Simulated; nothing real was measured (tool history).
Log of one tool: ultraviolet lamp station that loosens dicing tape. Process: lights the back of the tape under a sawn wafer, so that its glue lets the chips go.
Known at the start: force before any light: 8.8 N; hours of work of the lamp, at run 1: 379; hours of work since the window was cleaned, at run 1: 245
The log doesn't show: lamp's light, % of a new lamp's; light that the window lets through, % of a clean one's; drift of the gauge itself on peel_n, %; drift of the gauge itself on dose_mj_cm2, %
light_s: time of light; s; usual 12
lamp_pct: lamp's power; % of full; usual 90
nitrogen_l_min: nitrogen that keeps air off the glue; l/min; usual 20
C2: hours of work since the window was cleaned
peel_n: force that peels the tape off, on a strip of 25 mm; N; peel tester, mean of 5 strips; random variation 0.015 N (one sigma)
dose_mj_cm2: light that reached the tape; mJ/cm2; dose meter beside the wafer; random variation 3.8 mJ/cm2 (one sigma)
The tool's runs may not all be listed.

{"run": 1, "hour": 0.0, "light_s": 12, "lamp_pct": 90, "nitrogen_l_min": 20, "hours of work of the lamp": 379, "C2": 245, "peel_n": 0.752, "dose_mj_cm2": 652}
{"run": 2, "hour": 70.7, "light_s": 12, "lamp_pct": 66, "nitrogen_l_min": 20, "hours of work of the lamp": 426, "C2": 291, "peel_n": 1.322, "dose_mj_cm2": 482}
{"run": 3, "hour": 127.6, "light_s": 12, "lamp_pct": 66, "nitrogen_l_min": 20, "hours of work of the lamp": 463, "C2": 328, "peel_n": 1.345, "dose_mj_cm2": 482}
{"run": 4, "hour": 201.2, "light_s": 12, "lamp_pct": 66, "nitrogen_l_min": 20, "hours of work of the lamp": 511, "C2": 377, "peel_n": 1.397, "dose_mj_cm2": 480}
{"run": 5, "hour": 232.1, "light_s": 12, "lamp_pct": 66, "nitrogen_l_min": 20, "hours of work of the lamp": 532, "C2": 397, "peel_n": 1.37, "dose_mj_cm2": 482}
{"run": 6, "hour": 285.4, "light_s": 12, "lamp_pct": 66, "nitrogen_l_min": 20, "hours of work of the lamp": 567, "C2": 432, "peel_n": 1.367, "dose_mj_cm2": 477}
{"hour": 321.0, "done": "window cleaned of glue's vapour"}
{"run": 7, "hour": 352.3, "light_s": 12, "lamp_pct": 66, "nitrogen_l_min": 20, "hours of work of the lamp": 610, "C2": 21, "peel_n": 1.334, "dose_mj_cm2": 481}
{"run": 8, "hour": 417.9, "light_s": 12, "lamp_pct": 90, "nitrogen_l_min": 20, "hours of work of the lamp": 654, "C2": 64, "peel_n": 0.748, "dose_mj_cm2": 660}
{"run": 9, "hour": 458.4, "light_s": 12, "lamp_pct": 90, "nitrogen_l_min": 20, "hours of work of the lamp": 680, "C2": 90, "peel_n": 0.724, "dose_mj_cm2": 663}
{"run": 10, "hour": 498.8, "light_s": 12, "lamp_pct": 72, "nitrogen_l_min": 20, "hours of work of the lamp": 707, "C2": 117, "peel_n": 1.145, "dose_mj_cm2": 531}
{"run": 11, "hour": 531.4, "light_s": 12, "lamp_pct": 72, "nitrogen_l_min": 20, "hours of work of the lamp": 728, "C2": 138, "peel_n": 1.108, "dose_mj_cm2": 533}
{"run": 12, "hour": 564.6, "light_s": 12, "lamp_pct": 72, "nitrogen_l_min": 20, "hours of work of the lamp": 750, "C2": 160, "peel_n": 1.182, "dose_mj_cm2": 524}
{"run": 13, "hour": 597.2, "light_s": 12, "lamp_pct": 70, "nitrogen_l_min": 20, "hours of work of the lamp": 771, "C2": 182, "peel_n": 1.222, "dose_mj_cm2": 512}
{"run": 14, "hour": 633.5, "light_s": 12, "lamp_pct": 90, "nitrogen_l_min": 20, "hours of work of the lamp": 795, "C2": 206, "peel_n": 0.722, "dose_mj_cm2": 658}
{"run": 15, "hour": 693.0, "light_s": 12, "lamp_pct": 90, "nitrogen_l_min": 20, "hours of work of the lamp": 834, "C2": 245, "peel_n": 0.727, "dose_mj_cm2": 662}
{"run": 16, "hour": 756.6, "light_s": 12, "lamp_pct": 90, "nitrogen_l_min": 20, "hours of work of the lamp": 876, "C2": 287, "peel_n": 0.735, "dose_mj_cm2": 663}
{"run": 17, "hour": 816.6, "light_s": 12, "lamp_pct": 82, "nitrogen_l_min": 20, "hours of work of the lamp": 916, "C2": 326, "peel_n": 0.919, "dose_mj_cm2": 609}
{"run": 18, "hour": 881.9, "light_s": 11, "lamp_pct": 82, "nitrogen_l_min": 20, "hours of work of the lamp": 959, "C2": 369, "peel_n": 1.059, "dose_mj_cm2": 555}
{"run": 19, "hour": 934.8, "light_s": 11, "lamp_pct": 82, "nitrogen_l_min": 20, "hours of work of the lamp": 994, "C2": 404, "peel_n": 1.094, "dose_mj_cm2": 556}
{"run": 20, "hour": 987.9, "light_s": 11, "lamp_pct": 82, "nitrogen_l_min": 20, "hours of work of the lamp": 1028, "C2": 439, "peel_n": 1.069, "dose_mj_cm2": 563}
{"hour": 1015.7, "done": "window cleaned of glue's vapour"}
{"hour": 1061.4, "done": "lamp changed"}
{"run": 21, "hour": 1061.4, "light_s": 11, "lamp_pct": 82, "nitrogen_l_min": 20, "hours of work of the lamp": 0, "C2": 29, "peel_n": 1.125, "dose_mj_cm2": 560}
{"run": 22, "hour": 1123.8, "light_s": 23, "lamp_pct": 62, "nitrogen_l_min": 20, "hours of work of the lamp": 41, "C2": 70, "peel_n": 0.383, "dose_mj_cm2": 885}
{"run": 23, "hour": 1188.2, "light_s": 14, "lamp_pct": 70, "nitrogen_l_min": 34, "hours of work of the lamp": 83, "C2": 113, "peel_n": 0.745, "dose_mj_cm2": 613}
{"run": 24, "hour": 1218.8, "light_s": 10, "lamp_pct": 92, "nitrogen_l_min": 7, "hours of work of the lamp": 104, "C2": 133, "peel_n": 1.682, "dose_mj_cm2": 568}
{"run": 25, "hour": 1251.8, "light_s": 6, "lamp_pct": 100, "nitrogen_l_min": 20, "hours of work of the lamp": 125, "C2": 155, "peel_n": 2.05, "dose_mj_cm2": 374}
{"run": 26, "hour": 1322.0, "light_s": 16, "lamp_pct": 97, "nitrogen_l_min": 20, "hours of work of the lamp": 171, "C2": 201, "peel_n": 0.328, "dose_mj_cm2": 961}
{"run": 27, "hour": 1361.3, "light_s": 17, "lamp_pct": 67, "nitrogen_l_min": 20, "hours of work of the lamp": 197, "C2": 227, "peel_n": 0.653, "dose_mj_cm2": 713}
{"run": 28, "hour": 1425.2, "light_s": 20, "lamp_pct": 90, "nitrogen_l_min": 16, "hours of work of the lamp": 239, "C2": 269, "peel_n": 0.266, "dose_mj_cm2": 1113}
{"run": 29, "hour": 1456.0, "light_s": 17, "lamp_pct": 62, "nitrogen_l_min": 38, "hours of work of the lamp": 260, "C2": 289, "peel_n": 0.595, "dose_mj_cm2": 653}
{"run": 30, "hour": 1501.5, "light_s": 9, "lamp_pct": 89, "nitrogen_l_min": 19, "hours of work of the lamp": 289, "C2": 319, "peel_n": 1.314, "dose_mj_cm2": 497}
{"hour": 1535.7, "done": "gauge calibrated"}
{"run": 31, "hour": 1564.9, "light_s": 9, "lamp_pct": 89, "nitrogen_l_min": 19, "hours of work of the lamp": 331, "C2": 361, "peel_n": 1.367, "dose_mj_cm2": 484}
{"run": 32, "hour": 1632.3, "light_s": 9, "lamp_pct": 89, "nitrogen_l_min": 19, "hours of work of the lamp": 376, "C2": 405, "peel_n": 1.34, "dose_mj_cm2": 484}
{"run": 33, "hour": 1680.5, "light_s": 7, "lamp_pct": 90, "nitrogen_l_min": 16, "hours of work of the lamp": 407, "C2": 437, "peel_n": 2.015, "dose_mj_cm2": 378}
{"hour": 1711.1, "done": "window cleaned of glue's vapour"}
{"run": 34, "hour": 1739.4, "light_s": 16, "lamp_pct": 99, "nitrogen_l_min": 37, "hours of work of the lamp": 446, "C2": 19, "peel_n": 0.252, "dose_mj_cm2": 965}
{"run": 35, "hour": 1791.1, "light_s": 16, "lamp_pct": 99, "nitrogen_l_min": 37, "hours of work of the lamp": 480, "C2": 53, "peel_n": 0.239, "dose_mj_cm2": 964}
{"run": 36, "hour": 1849.8, "light_s": 16, "lamp_pct": 94, "nitrogen_l_min": 9, "hours of work of the lamp": 518, "C2": 91, "peel_n": 0.517, "dose_mj_cm2": 911}
{"run": 37, "hour": 1881.9, "light_s": 16, "lamp_pct": 94, "nitrogen_l_min": 9, "hours of work of the lamp": 539, "C2": 112, "peel_n": 0.528, "dose_mj_cm2": 916}
{"run": 38, "hour": 1915.0, "light_s": 16, "lamp_pct": 69, "nitrogen_l_min": 14, "hours of work of the lamp": 561, "C2": 134, "peel_n": 0.849, "dose_mj_cm2": 679}
{"run": 39, "hour": 1966.9, "light_s": 22, "lamp_pct": 90, "nitrogen_l_min": 8, "hours of work of the lamp": 595, "C2": 168, "peel_n": 0.295, "dose_mj_cm2": 1218}
{"run": 40, "hour": 2012.8, "light_s": 6, "lamp_pct": 90, "nitrogen_l_min": 18, "hours of work of the lamp": 625, "C2": 198, "peel_n": 2.559, "dose_mj_cm2": 327}
{"run": 41, "hour": 2057.7, "light_s": 11, "lamp_pct": 88, "nitrogen_l_min": 18, "hours of work of the lamp": 655, "C2": 228, "peel_n": 0.925, "dose_mj_cm2": 587}
{"run": 42, "hour": 2124.3, "light_s": 11, "lamp_pct": 88, "nitrogen_l_min": 18, "hours of work of the lamp": 699, "C2": 272, "peel_n": 0.968, "dose_mj_cm2": 596}

4 ways to go on from here, each from the tool as it stands after run 42. What would each give?
{"run": "A", "hour": 2155.1, "light_s": 12, "lamp_pct": 77, "nitrogen_l_min": 20, "hours of work of the lamp": 719, "C2": 292, "peel_n": "?", "dose_mj_cm2": "?"}
{"run": "B", "hour": 2155.1, "light_s": 12, "lamp_pct": 90, "nitrogen_l_min": 15, "hours of work of the lamp": 719, "C2": 292, "peel_n": "?", "dose_mj_cm2": "?"}
{"run": "C", "hour": 2155.1, "light_s": 12, "lamp_pct": 95, "nitrogen_l_min": 20, "hours of work of the lamp": 719, "C2": 292, "peel_n": "?", "dose_mj_cm2": "?"}
{"run": "D", "hour": 2155.1, "light_s": 6, "lamp_pct": 76, "nitrogen_l_min": 7, "hours of work of the lamp": 719, "C2": 292, "peel_n": "?", "dose_mj_cm2": "?"}

run=A peel_n=1.019 dose_mj_cm2=569
run=B peel_n=0.83 dose_mj_cm2=662
run=C peel_n=0.641 dose_mj_cm2=702
run=D peel_n=3.72 dose_mj_cm2=280
Without the tool's hidden state the same runs would have given:
run=A peel_n=1.015 dose_mj_cm2=563
run=B peel_n=0.827 dose_mj_cm2=655
run=C peel_n=0.638 dose_mj_cm2=695
run=D peel_n=3.714 dose_mj_cm2=278

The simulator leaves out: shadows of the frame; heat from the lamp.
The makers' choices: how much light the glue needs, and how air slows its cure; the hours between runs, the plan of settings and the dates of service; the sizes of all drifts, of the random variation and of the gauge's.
